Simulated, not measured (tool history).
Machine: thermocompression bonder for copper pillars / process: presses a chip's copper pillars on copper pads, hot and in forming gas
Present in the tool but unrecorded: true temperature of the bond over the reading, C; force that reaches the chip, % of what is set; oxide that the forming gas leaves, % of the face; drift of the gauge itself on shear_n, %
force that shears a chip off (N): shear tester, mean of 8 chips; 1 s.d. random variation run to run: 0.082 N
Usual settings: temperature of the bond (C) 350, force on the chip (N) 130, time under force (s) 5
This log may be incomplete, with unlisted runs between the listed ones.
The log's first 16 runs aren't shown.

run,hour,temperature of the bond (C),force on the chip (N),time under force (s),hours of work since the heater was calibrated,hours of work since the force cell was calibrated,hours of work since the gas filter was changed,force that shears a chip off (N)
17,141.3,347,130,5,310,438,246,45.42
18,149.2,350,130,5,315,442,250,46.9
19,160.6,325,83,6,321,448,256,26.08
20,169.5,334,83,9,325,453,261,34.53
# hour 171.7: force cell calibrated
21,179.8,365,186,6,330,4,265,69.37
22,188.4,350,154,15,334,9,270,71.15
23,194.6,350,154,15,338,12,273,70.95
24,200.1,342,154,7,340,15,276,54.12
# hour 209.5: force cell calibrated, once more
25,212.1,356,165,4,346,1,281,55.09
26,222.4,358,165,8,351,7,287,67.97
27,232.3,334,141,8,356,12,292,50.62
28,243.5,334,141,8,362,18,298,50.59
29,252,334,141,8,367,22,302,50.58
30,261.3,350,117,7,372,27,307,49.48
31,270.7,337,117,14,377,32,312,54.88
32,282.6,337,117,14,383,38,318,54.65
33,289.4,337,117,14,386,42,322,54.72
34,298,345,183,7,391,46,326,62.89
35,309.8,345,183,7,397,53,332,63

3 options for the next run, each taken on its own from the tool as it stands now. Forecast them:
A,317.5,347,170,6,401,57,336,?
B,317.5,345,133,7,401,57,336,?
C,317.5,336,189,7,401,57,336,?

run,force that shears a chip off (N)
A,58.67
B,51.67
C,59.54
Had the tool no hidden state, the same runs would have come out as:
run,force that shears a chip off (N)
A,59.19
B,52.02
C,60.05

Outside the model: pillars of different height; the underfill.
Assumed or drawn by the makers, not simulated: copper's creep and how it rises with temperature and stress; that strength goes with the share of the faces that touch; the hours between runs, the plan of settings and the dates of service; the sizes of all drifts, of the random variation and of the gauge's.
